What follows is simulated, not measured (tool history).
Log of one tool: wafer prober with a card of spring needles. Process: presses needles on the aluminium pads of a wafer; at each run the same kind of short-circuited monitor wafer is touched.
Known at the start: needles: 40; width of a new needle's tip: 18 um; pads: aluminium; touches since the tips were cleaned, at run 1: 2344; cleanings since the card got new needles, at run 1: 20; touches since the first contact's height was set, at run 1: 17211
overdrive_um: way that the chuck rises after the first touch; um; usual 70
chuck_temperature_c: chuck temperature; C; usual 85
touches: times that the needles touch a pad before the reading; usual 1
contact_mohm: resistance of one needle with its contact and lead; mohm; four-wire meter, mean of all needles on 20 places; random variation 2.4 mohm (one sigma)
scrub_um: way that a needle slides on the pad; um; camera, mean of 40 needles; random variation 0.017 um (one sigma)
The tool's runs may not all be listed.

| run | hour | overdrive_um | chuck_temperature_c | touches | touches since the tips were cleaned | cleanings since the card got new needles | touches since the first contact's height was set | contact_mohm | scrub_um |
|---|---|---|---|---|---|---|---|---|---|
| 1 | 0.0 | 70 | 85 | 1 | 2344 | 20 | 17211 | 353 | 16.55 |
|  | 6.5 | tips cleaned on abrasive film |
| 2 | 18.8 | 70 | 85 | 2 | 2655 | 21 | 21263 | 375 | 16.55 |
|  | 24.9 | tips cleaned on abrasive film |
| 3 | 38.9 | 70 | 85 | 2 | 3047 | 22 | 25613 | 335 | 16.51 |
|  | 42.2 | tips cleaned on abrasive film |
| 4 | 57.6 | 70 | 85 | 1 | 3328 | 23 | 29650 | 389 | 16.50 |
|  | 60.5 | tips cleaned on abrasive film |
|  | 77.0 | tips cleaned on abrasive film |
| 5 | 84.1 | 70 | 85 | 1 | 1528 | 25 | 35366 | 345 | 16.50 |
|  | 94.2 | tips cleaned on abrasive film |
| 6 | 99.4 | 70 | 85 | 1 | 1146 | 26 | 38681 | 329 | 16.46 |
|  | 112.7 | tips cleaned on abrasive film |
| 7 | 119.5 | 61 | 85 | 1 | 1478 | 27 | 43015 | 353 | 14.29 |
|  | 131.4 | tips cleaned on abrasive film |
| 8 | 141.5 | 70 | 80 | 1 | 2202 | 28 | 47780 | 366 | 16.42 |
|  | 148.0 | tips cleaned on abrasive film |
|  | 165.3 | tips cleaned on abrasive film |
| 9 | 174.9 | 70 | 85 | 2 | 2091 | 30 | 54984 | 321 | 16.38 |
|  | 183.2 | tips cleaned on abrasive film |
|  | 199.6 | tips cleaned on abrasive film |
| 10 | 199.6 | 70 | 85 | 2 | 0 | 32 | 60311 | 274 | 16.36 |
|  | 212.6 | tips cleaned on abrasive film, once more |
| 11 | 215.3 | 70 | 85 | 2 | 589 | 33 | 63699 | 294 | 16.31 |
|  | 231.2 | tips cleaned on abrasive film |
|  | 233.8 | height of the first contact set anew |
| 12 | 245.0 | 70 | 85 | 2 | 2932 | 34 | 2420 | 332 | 16.64 |
|  | 247.8 | tips cleaned on abrasive film |
|  | 264.3 | tips cleaned on abrasive film |
| 13 | 272.4 | 70 | 85 | 2 | 1755 | 36 | 8333 | 316 | 16.61 |
|  | 281.9 | tips cleaned on abrasive film |
|  | 298.6 | tips cleaned on abrasive film |
| 14 | 303.7 | 70 | 85 | 2 | 1091 | 38 | 15082 | 301 | 16.57 |
|  | 317.5 | tips cleaned on abrasive film |
| 15 | 330.0 | 70 | 85 | 2 | 2711 | 39 | 20774 | 328 | 16.53 |
|  | 335.1 | tips cleaned on abrasive film |
|  | 352.4 | tips cleaned on abrasive film |
| 16 | 362.3 | 70 | 85 | 2 | 2136 | 41 | 27746 | 324 | 16.51 |
|  | 370.7 | tips cleaned on abrasive film |
| 17 | 379.9 | 62 | 85 | 2 | 2014 | 42 | 31563 | 341 | 14.62 |
|  | 387.9 | tips cleaned on abrasive film |
|  | 406.4 | tips cleaned on abrasive film |
| 18 | 406.9 | 79 | 80 | 2 | 111 | 44 | 37379 | 270 | 18.58 |
|  | 423.9 | tips cleaned on abrasive film |
| 19 | 433.9 | 79 | 80 | 2 | 2173 | 45 | 43212 | 310 | 18.55 |
|  | 441.0 | tips cleaned on abrasive film |
| 20 | 456.7 | 70 | 85 | 1 | 3418 | 46 | 48151 | 394 | 16.40 |
|  | 459.0 | tips cleaned on abrasive film |
|  | 475.7 | tips cleaned on abrasive film |
| 21 | 487.9 | 70 | 85 | 1 | 2646 | 48 | 54873 | 382 | 16.35 |
|  | 492.2 | tips cleaned on abrasive film |
|  | 510.1 | tips cleaned on abrasive film |
| 22 | 519.7 | 70 | 85 | 1 | 2085 | 50 | 61748 | 362 | 16.33 |
|  | 528.4 | tips cleaned on abrasive film |
| 23 | 537.1 | 78 | 95 | 1 | 1898 | 51 | 65508 | 339 | 18.18 |
|  | 545.8 | tips cleaned on abrasive film |
|  | 548.8 | height of the first contact set anew |
| 24 | 558.5 | 87 | 40 | 1 | 2685 | 52 | 2104 | 328 | 20.68 |
|  | 564.1 | tips cleaned on abrasive film |
|  | 580.5 | tips cleaned on abrasive film |
| 25 | 587.0 | 83 | 85 | 2 | 1402 | 54 | 8249 | 297 | 19.69 |
|  | 599.0 | tips cleaned on abrasive film |
| 26 | 613.2 | 74 | 85 | 1 | 3089 | 55 | 13937 | 377 | 17.53 |
|  | 615.7 | tips cleaned on abrasive film |
|  | 634.1 | tips cleaned on abrasive film |
| 27 | 643.2 | 63 | 109 | 1 | 1991 | 57 | 20408 | 388 | 14.89 |
|  | 652.8 | tips cleaned on abrasive film |
| 28 | 659.9 | 63 | 117 | 1 | 1535 | 58 | 23998 | 366 | 14.87 |
|  | 671.1 | tips cleaned on abrasive film |
| 29 | 679.9 | 63 | 117 | 1 | 1901 | 59 | 28323 | 391 | 14.83 |
|  | 690.0 | tips cleaned on abrasive film |
|  | 707.6 | tips cleaned on abrasive film |
| 30 | 713.6 | 63 | 117 | 1 | 1284 | 61 | 35593 | 362 | 14.80 |

4 ways to go on from here, each from the tool as it stands after run 30. What would each give?
|  | 724.6 | tips cleaned on abrasive film |
| A | 737.9 | 75 | 122 | 3 | 2892 | 62 | 40856 | ? | ? |
|  | 724.6 | tips cleaned on abrasive film |
| B | 737.9 | 71 | 36 | 2 | 2892 | 62 | 40856 | ? | ? |
|  | 724.6 | tips cleaned on abrasive film |
| C | 737.9 | 56 | 85 | 1 | 2892 | 62 | 40856 | ? | ? |
|  | 724.6 | tips cleaned on abrasive film |
| D | 737.9 | 51 | 117 | 1 | 2892 | 62 | 40856 | ? | ? |

| run | contact_mohm | scrub_um |
|---|---|---|
| A | 315 | 17.60 |
| B | 330 | 16.65 |
| C | 461 | 13.09 |
| D | 495 | 11.92 |
Without the tool's hidden state the same runs would have given:
| run | contact_mohm | scrub_um |
|---|---|---|
| A | 277 | 17.82 |
| B | 253 | 16.87 |
| C | 275 | 13.31 |
| D | 284 | 12.14 |
